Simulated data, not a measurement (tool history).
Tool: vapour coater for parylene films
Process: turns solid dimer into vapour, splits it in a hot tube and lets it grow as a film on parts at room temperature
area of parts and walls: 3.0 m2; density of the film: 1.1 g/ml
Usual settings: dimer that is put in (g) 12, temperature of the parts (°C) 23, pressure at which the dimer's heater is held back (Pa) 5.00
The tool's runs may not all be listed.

run	hour	dimer that is put in (g)	temperature of the parts (°C)	pressure at which the dimer's heater is held back (Pa)	thickness of the film (um)
1	0.0	12	23	5.00	2.53
2	71.0	12	23	5.00	2.52
3	142.9	12	23	5.00	2.54
4	200.8	12	23	5.00	2.50
5	244.2	12	23	5.00	2.56
6	277.3	12	23	5.00	2.56
7	336.1	12	23	5.00	2.59
8	382.2	12	24	5.00	2.46
# hour 411.0: trap's valve overhauled
9	449.9	12	23	5.00	2.54
10	511.3	12	23	5.00	2.57
11	571.4	12	23	5.00	2.52
12	639.0	12	23	5.00	2.51
13	701.8	12	23	5.00	2.50
14	775.0	12	23	4.20	2.58
15	813.0	12	23	4.20	2.58
16	850.6	12	23	4.20	2.56
# hour 875.5: trap's valve overhauled
17	923.1	12	23	4.20	2.57
18	991.2	12	23	4.20	2.59
19	1064.9	12	23	4.20	2.62
# hour 1120.6: table's thermometer calibrated
20	1125.3	12	23	4.20	2.60
21	1182.1	22	23	4.20	4.78
22	1212.3	22	23	4.20	4.74
23	1282.5	12	23	5.00	2.55
24	1329.9	12	31	5.00	1.85
# hour 1339.4: trap's valve overhauled
25	1376.0	12	31	5.00	1.85
26	1412.2	19	29	3.34	3.39
27	1486.2	12	28	3.09	2.29
28	1544.4	5	32	10.69	0.64
29	1587.6	12	28	7.05	1.95
30	1635.9	12	28	7.05	1.92
31	1685.4	10	28	7.05	1.58
32	1759.3	6	34	9.06	0.72
# hour 1803.1: trap's valve overhauled
33	1824.1	22	23	4.04	4.87
34	1872.6	17	26	6.39	2.94
35	1914.6	17	26	6.39	2.99
36	1961.2	17	17	6.81	4.35
37	2013.0	6	16	3.10	1.76
38	2055.9	12	16	3.10	3.56
39	2097.7	12	23	11.45	2.14
40	2153.6	12	23	11.45	2.12
41	2225.5	12	23	7.07	2.36
# hour 2266.9: trap's valve overhauled
42	2266.9	12	23	7.07	2.38
43	2300.8	12	23	7.07	2.34
44	2353.3	7	24	4.56	1.44
45	2427.1	5	23	5.00	1.08
46	2472.7	5	23	5.00	1.06

4 ways to go on from here, each from the tool as it stands after run 46. What would each give?
A	2532.4	19	34	8.07	?
B	2532.4	15	23	3.79	?
C	2532.4	7	24	3.14	?
D	2532.4	5	27	5.40	?

run	thickness of the film (um)
A	2.36
B	3.35
C	1.52
D	0.85
Without the tool's hidden state the same runs would have given:
run	thickness of the film (um)
A	2.36
B	3.35
C	1.52
D	0.85
